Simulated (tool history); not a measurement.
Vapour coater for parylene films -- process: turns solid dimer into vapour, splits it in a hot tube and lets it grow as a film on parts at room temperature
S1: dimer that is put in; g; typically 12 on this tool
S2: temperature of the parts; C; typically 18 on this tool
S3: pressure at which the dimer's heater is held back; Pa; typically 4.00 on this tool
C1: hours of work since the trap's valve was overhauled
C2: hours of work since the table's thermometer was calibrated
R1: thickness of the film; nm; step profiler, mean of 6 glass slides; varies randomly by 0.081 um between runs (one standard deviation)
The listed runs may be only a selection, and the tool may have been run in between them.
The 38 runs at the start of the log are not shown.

| run | hour | S1 | S2 | S3 | C1 | C2 | R1 |
|---|---|---|---|---|---|---|---|
| 39 | 740.6 | 7 | 21 | 4.00 | 182 | 93 | 5050 |
| 40 | 752.6 | 8 | 14 | 4.00 | 192 | 103 | 6850 |
| 41 | 767.3 | 8 | 22 | 5.99 | 204 | 115 | 5270 |
| 42 | 782.1 | 12 | 20 | 4.00 | 216 | 128 | 8720 |
| 43 | 806.5 | 12 | 20 | 4.00 | 236 | 148 | 8720 |
| 44 | 832.5 | 10 | 19 | 8.45 | 257 | 169 | 6720 |
| 45 | 846.4 | 15 | 19 | 2.24 | 269 | 180 | 11960 |
| 46 | 869.8 | 7 | 21 | 4.00 | 288 | 200 | 4920 |
| 47 | 885.0 | 7 | 21 | 4.00 | 301 | 212 | 4890 |
| 48 | 907.5 | 7 | 21 | 4.00 | 319 | 231 | 4730 |

3 ways to go on from here, each from the tool as it stands after run 48. What would each give?
| A | 921.6 | 7 | 19 | 4.00 | 331 | 242 | ? |
| B | 921.6 | 16 | 18 | 4.26 | 331 | 242 | ? |
| C | 921.6 | 7 | 14 | 4.08 | 331 | 242 | ? |

| run | R1 |
|---|---|
| A | 5130 |
| B | 11850 |
| C | 5620 |
Stripped of hidden state, with their random variation kept, the same runs would have yielded:
| run | R1 |
|---|---|
| A | 5680 |
| B | 13130 |
| C | 6230 |
